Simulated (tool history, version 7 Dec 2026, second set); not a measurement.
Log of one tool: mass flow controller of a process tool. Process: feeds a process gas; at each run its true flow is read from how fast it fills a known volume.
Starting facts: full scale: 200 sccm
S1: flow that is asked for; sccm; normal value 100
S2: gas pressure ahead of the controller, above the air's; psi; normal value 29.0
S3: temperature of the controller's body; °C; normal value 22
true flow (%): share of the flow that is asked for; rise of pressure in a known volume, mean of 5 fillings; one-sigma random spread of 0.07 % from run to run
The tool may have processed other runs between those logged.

Run 1, hour 0.0: usual settings. Result: true flow (%) 98.88.
Run 2, hour 66.7: usual settings. Result: true flow (%) 98.87.
Run 3, hour 137.8: usual settings. Result: true flow (%) 98.76.
Run 4, hour 184.0: usual settings. Result: true flow (%) 98.69.
Run 5, hour 214.4: usual settings. Result: true flow (%) 98.79.
Run 6, hour 266.7: usual settings. Result: true flow (%) 98.65.
Run 7, hour 300.2: usual settings. Result: true flow (%) 98.79.
Run 8, hour 338.1: usual settings. Result: true flow (%) 98.61.
Run 9, hour 371.4: usual settings. Result: true flow (%) 98.72.
Run 10, hour 430.4: usual settings but S1 111 sccm. Result: true flow (%) 98.80.
Run 11, hour 491.6: usual settings but S1 195 sccm, S2 25.4 psi, S3 33 °C. Result: true flow (%) 99.27.
Run 12, hour 549.1: usual settings but S1 126 sccm, S2 26.7 psi, S3 26 °C. Result: true flow (%) 98.74.
Run 13, hour 609.5: usual settings but S1 44 sccm, S2 26.7 psi. Result: true flow (%) 98.79.
Run 14, hour 670.6: usual settings but S1 82 sccm, S2 30.7 psi. Result: true flow (%) 98.65.
Run 15, hour 723.9: usual settings but S1 145 sccm, S2 31.6 psi, S3 25 °C. Result: true flow (%) 98.83.
Run 16, hour 768.6: usual settings but S1 41 sccm, S2 35.0 psi, S3 39 °C. Result: true flow (%) 99.69.
Run 17, hour 826.5: usual settings but S1 41 sccm, S2 35.0 psi, S3 39 °C. Result: true flow (%) 99.72.
Run 18, hour 887.8: usual settings but S1 41 sccm, S2 35.0 psi, S3 39 °C. Result: true flow (%) 99.71.
Run 19, hour 929.5: usual settings but S1 25 sccm, S2 33.1 psi, S3 27 °C. Result: true flow (%) 100.05.

Branching from run 19: 4 alternative next runs. What would each branch give?
Run A, hour 972.2: usual settings but S1 25 sccm, S2 33.1 psi, S3 29 °C. Result: true flow (%) ?.
Run B, hour 972.2: usual settings but S1 25 sccm, S2 22.8 psi, S3 37 °C. Result: true flow (%) ?.
Run C, hour 972.2: usual settings but S1 110 sccm. Result: true flow (%) ?.
Run D, hour 972.2: usual settings but S1 25 sccm, S2 24.8 psi, S3 27 °C. Result: true flow (%) ?.

run  true flow (%)
  A          99.92
  B          99.92
  C          98.57
  D          99.65
Had the tool no hidden state, the same runs would have come out as:
run  true flow (%)
  A          99.15
  B          99.15
  C          99.43
  D          98.87

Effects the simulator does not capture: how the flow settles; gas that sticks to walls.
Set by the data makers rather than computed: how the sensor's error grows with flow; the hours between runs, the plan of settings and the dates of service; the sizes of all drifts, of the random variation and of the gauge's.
